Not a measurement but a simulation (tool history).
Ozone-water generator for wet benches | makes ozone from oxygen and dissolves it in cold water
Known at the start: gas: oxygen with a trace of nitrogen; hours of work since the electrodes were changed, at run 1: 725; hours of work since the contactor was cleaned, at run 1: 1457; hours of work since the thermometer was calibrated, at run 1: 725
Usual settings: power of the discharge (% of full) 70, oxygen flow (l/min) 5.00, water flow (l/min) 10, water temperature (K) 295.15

run     day  power of the discharge (% of full)  oxygen flow (l/min)  water flow (l/min)  water temperature (K)  hours of work since the electrodes were changed  hours of work since the contactor was cleaned  hours of work since the thermometer was calibrated  dissolved ozone (ppm)  ozone in the gas ahead of the water (g/m3)
  1   0.000                                  70                 5.00                  10                 295.15                                              725                                           1457                                                 725                   38.0                                       275.6
  2   6.525                                  70                 5.00                  10                 295.15                                              843                                           1574                                                 843                   37.5                                       272.7
  3  11.521                                  70                 5.00                  10                 295.15                                              933                                           1664                                                 933                   37.6                                       273.2
  4  15.775                                  70                 5.00                  10                 295.15                                             1009                                           1741                                                1009                   37.7                                       272.6
     16.400  -- water thermometer calibrated
  5  20.400                                  70                 5.00                  10                 295.15                                             1092                                           1823                                                  72                   37.6                                       272.6
  6  26.338                                  70                 5.00                  10                 295.15                                             1199                                           1930                                                 179                   37.3                                       273.3
     30.158  -- water thermometer calibrated, once more
  7  31.675                                  70                 5.00                   6                 290.15                                             1295                                           2026                                                  27                   53.6                                       272.0
  8  36.133                                  70                 5.00                   6                 290.15                                             1375                                           2106                                                 108                   53.2                                       272.1
  9  41.675                                  70                 8.70                   8                 295.15                                             1475                                           2206                                                 207                   33.3                                       184.8
 10  48.421                                  62                 5.00                  10                 295.15                                             1596                                           2327                                                 329                   33.5                                       242.5
 11  53.621                                  70                 5.00                  10                 295.15                                             1689                                           2421                                                 422                   36.8                                       270.0

5 ways to go on from here, each from the tool as it stands after run 11. What would each give?
  A  57.471                                  70                 3.28                  14                 295.15                                             1759                                           2490                                                 492                      ?                                           ?
  B  57.471                                  70                 5.00                   8                 295.15                                             1759                                           2490                                                 492                      ?                                           ?
  C  57.471                                  70                 5.00                  10                 295.15                                             1759                                           2490                                                 492                      ?                                           ?
  D  57.471                                  64                 5.00                  15                 291.15                                             1759                                           2490                                                 492                      ?                                           ?
  E  57.471                                  70                 4.21                   8                 291.15                                             1759                                           2490                                                 492                      ?                                           ?

run  dissolved ozone (ppm)  ozone in the gas ahead of the water (g/m3)
  A                   32.5                                       360.0
  B                   40.6                                       270.5
  C                   36.8                                       271.9
  D                   28.3                                       251.0
  E                   47.4                                       302.6
Without the tool's hidden state the same runs would have given:
run  dissolved ozone (ppm)  ozone in the gas ahead of the water (g/m3)
  A                   35.1                                       371.3
  B                   43.6                                       279.0
  C                   39.6                                       280.4
  D                   30.5                                       258.2
  E                   50.9                                       312.1
